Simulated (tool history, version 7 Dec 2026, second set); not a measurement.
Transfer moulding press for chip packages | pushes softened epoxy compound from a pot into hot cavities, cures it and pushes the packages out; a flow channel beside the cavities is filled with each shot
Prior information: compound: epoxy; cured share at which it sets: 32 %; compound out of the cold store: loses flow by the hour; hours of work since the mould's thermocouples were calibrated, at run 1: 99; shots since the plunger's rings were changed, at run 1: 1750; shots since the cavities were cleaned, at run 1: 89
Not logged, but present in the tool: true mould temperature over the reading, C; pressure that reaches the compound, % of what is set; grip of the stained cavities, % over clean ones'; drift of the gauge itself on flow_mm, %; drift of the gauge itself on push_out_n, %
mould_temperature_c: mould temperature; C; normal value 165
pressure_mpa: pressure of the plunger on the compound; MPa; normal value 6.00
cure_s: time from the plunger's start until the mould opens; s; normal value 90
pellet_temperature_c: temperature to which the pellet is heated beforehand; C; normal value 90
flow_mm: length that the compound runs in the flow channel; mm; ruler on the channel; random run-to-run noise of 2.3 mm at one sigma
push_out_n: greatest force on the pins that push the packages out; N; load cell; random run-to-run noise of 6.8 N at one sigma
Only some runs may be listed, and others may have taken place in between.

| run | day | mould_temperature_c | pressure_mpa | cure_s | pellet_temperature_c | hours of work since the mould's thermocouples were calibrated | shots since the plunger's rings were changed | shots since the cavities were cleaned | incoming compound's hours out of the cold store | flow_mm | push_out_n |
|---|---|---|---|---|---|---|---|---|---|---|---|
| 1 | 0.000 | 165 | 6.00 | 90 | 90 | 99 | 1750 | 89 | 16.7 | 611 | 327 |
| 2 | 1.638 | 165 | 6.00 | 90 | 90 | 123 | 2170 | 509 | 20.3 | 595 | 430 |
|  | 3.500 | cavities cleaned with cleaning compound and waxed |
| 3 | 5.008 | 165 | 6.00 | 90 | 90 | 171 | 3018 | 387 | 18.9 | 596 | 564 |
|  | 7.004 | plunger's sealing rings changed |
|  | 7.379 | cavities cleaned with cleaning compound and waxed |
| 4 | 7.638 | 165 | 6.00 | 90 | 90 | 206 | 147 | 66 | 35.1 | 570 | 300 |
| 5 | 10.267 | 165 | 6.00 | 90 | 90 | 245 | 821 | 740 | 36.2 | 566 | 458 |
|  | 10.525 | cavities cleaned with cleaning compound and waxed, once more |
| 6 | 13.375 | 165 | 6.00 | 90 | 90 | 289 | 1602 | 731 | 23.6 | 590 | 484 |
|  | 14.596 | cavities cleaned with cleaning compound and waxed |
| 7 | 15.500 | 165 | 6.00 | 100 | 90 | 319 | 2130 | 232 | 28.2 | 578 | 323 |
| 8 | 18.004 | 165 | 6.00 | 100 | 90 | 355 | 2772 | 874 | 18.4 | 597 | 441 |
|  | 18.517 | cavities cleaned with cleaning compound and waxed |
|  | 20.988 | plunger's sealing rings changed |
| 9 | 21.400 | 165 | 6.00 | 90 | 98 | 402 | 105 | 712 | 10.9 | 639 | 468 |
|  | 22.392 | cavities cleaned with cleaning compound and waxed |
| 10 | 24.158 | 165 | 6.00 | 90 | 98 | 441 | 797 | 453 | 13.6 | 624 | 456 |
|  | 26.358 | cavities cleaned with cleaning compound and waxed |
| 11 | 27.571 | 165 | 6.00 | 90 | 93 | 489 | 1655 | 310 | 38.9 | 551 | 394 |
|  | 30.400 | cavities cleaned with cleaning compound and waxed |
| 12 | 30.675 | 165 | 6.00 | 90 | 93 | 533 | 2435 | 70 | 42.7 | 534 | 308 |
| 13 | 32.096 | 165 | 6.00 | 90 | 93 | 554 | 2799 | 434 | 24.4 | 577 | 442 |
|  | 34.317 | cavities cleaned with cleaning compound and waxed |
|  | 35.025 | plunger's sealing rings changed |
| 14 | 35.712 | 170 | 6.00 | 90 | 93 | 604 | 175 | 330 | 28.4 | 577 | 331 |
| 15 | 37.533 | 165 | 6.45 | 90 | 98 | 630 | 642 | 797 | 20.7 | 631 | 474 |
|  | 38.342 | cavities cleaned with cleaning compound and waxed |
| 16 | 39.388 | 165 | 5.86 | 121 | 83 | 656 | 1102 | 269 | 23.4 | 586 | 301 |
| 17 | 41.379 | 168 | 5.86 | 121 | 81 | 685 | 1612 | 779 | 24.4 | 575 | 367 |
|  | 42.304 | cavities cleaned with cleaning compound and waxed |
| 18 | 44.908 | 163 | 5.58 | 120 | 90 | 736 | 2500 | 667 | 13.5 | 595 | 379 |
|  | 46.229 | cavities cleaned with cleaning compound and waxed |
| 19 | 47.633 | 163 | 5.58 | 120 | 90 | 774 | 3183 | 360 | 43.4 | 512 | 331 |
|  | 49.117 | plunger's sealing rings changed |
|  | 50.133 | cavities cleaned with cleaning compound and waxed |
| 20 | 51.250 | 163 | 5.58 | 120 | 90 | 824 | 530 | 286 | 14.7 | 613 | 333 |
| 21 | 53.558 | 165 | 6.00 | 70 | 94 | 858 | 1122 | 878 | 14.5 | 621 | 920 |
|  | 54.088 | cavities cleaned with cleaning compound and waxed |
|  | 54.479 | mould's thermocouples calibrated |
| 22 | 55.288 | 165 | 6.00 | 79 | 92 | 12 | 1528 | 286 | 13.8 | 620 | 505 |
| 23 | 57.796 | 165 | 5.23 | 82 | 90 | 48 | 2171 | 929 | 11.3 | 575 | 614 |
|  | 58.000 | cavities cleaned with cleaning compound and waxed |
| 24 | 61.338 | 165 | 5.23 | 82 | 90 | 99 | 3062 | 855 | 38.8 | 502 | 569 |
|  | 61.850 | cavities cleaned with cleaning compound and waxed |
|  | 63.171 | plunger's sealing rings changed |
| 25 | 64.162 | 157 | 6.00 | 90 | 88 | 137 | 253 | 565 | 16.1 | 647 | 818 |
|  | 65.804 | cavities cleaned with cleaning compound and waxed |
| 26 | 67.592 | 157 | 6.00 | 90 | 88 | 186 | 1117 | 458 | 29.3 | 602 | 717 |

Branching from run 26: 3 alternative next runs. What would each branch give?
| A | 69.404 | 157 | 4.94 | 90 | 88 | 212 | 1582 | 923 | 10.0 | ? | ? |
| B | 69.404 | 165 | 5.07 | 102 | 90 | 212 | 1582 | 923 | 45.8 | ? | ? |
| C | 69.404 | 166 | 6.00 | 76 | 90 | 212 | 1582 | 923 | 31.7 | ? | ? |

| run | flow_mm | push_out_n |
|---|---|---|
| A | 595 | 945 |
| B | 490 | 393 |
| C | 564 | 628 |
With the hidden condition removed and each run's random variation left untouched, the same runs would have given:
| run | flow_mm | push_out_n |
|---|---|---|
| A | 608 | 523 |
| B | 501 | 220 |
| C | 577 | 348 |
